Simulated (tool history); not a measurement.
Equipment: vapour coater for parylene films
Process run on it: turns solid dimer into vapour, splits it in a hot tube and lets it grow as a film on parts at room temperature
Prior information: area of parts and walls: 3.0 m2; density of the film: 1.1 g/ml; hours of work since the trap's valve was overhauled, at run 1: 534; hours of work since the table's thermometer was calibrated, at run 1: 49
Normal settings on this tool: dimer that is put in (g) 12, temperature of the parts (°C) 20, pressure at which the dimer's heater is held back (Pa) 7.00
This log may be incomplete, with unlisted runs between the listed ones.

run,hour,dimer that is put in (g),temperature of the parts (°C),pressure at which the dimer's heater is held back (Pa),hours of work since the trap's valve was overhauled,hours of work since the table's thermometer was calibrated,thickness of the film (nm)
1,0.0,12,20,7.00,534,49,2060
2,20.7,12,22,7.00,551,65,1930
3,40.9,12,22,7.00,567,82,1960
4,57.9,12,22,4.43,581,95,2120
5,71.0,12,20,9.88,592,106,1910
6,88.1,12,28,9.88,605,120,1640
7,107.8,12,28,9.88,621,135,1670
8,124.1,12,20,7.00,634,149,2050
9,142.1,12,20,2.34,649,163,2410
10,166.3,12,20,2.34,668,183,2410
11,191.4,7,27,3.39,689,203,1150
# hour 200.5: trap's valve overhauled
12,214.2,12,30,3.32,11,218,2030
13,240.2,10,12,3.32,32,239,2450
14,252.0,10,12,3.32,41,248,2470
15,268.9,12,21,2.46,55,262,2540
16,293.6,12,21,2.46,75,282,2510
17,315.0,12,21,9.46,92,299,2030

Branching from run 17: 5 alternative next runs. What would each branch give?
A,333.2,12,21,6.31,107,314,?
B,333.2,19,31,7.00,107,314,?
C,333.2,13,26,7.00,107,314,?
D,333.2,12,19,2.43,107,314,?
E,333.2,12,19,5.95,107,314,?

run,thickness of the film (nm)
A,2180
B,2780
C,2160
D,2630
E,2280
Take away the tool's hidden state, keep each run's random variation, and the runs would have read:
run,thickness of the film (nm)
A,2230
B,2860
C,2220
D,2700
E,2340
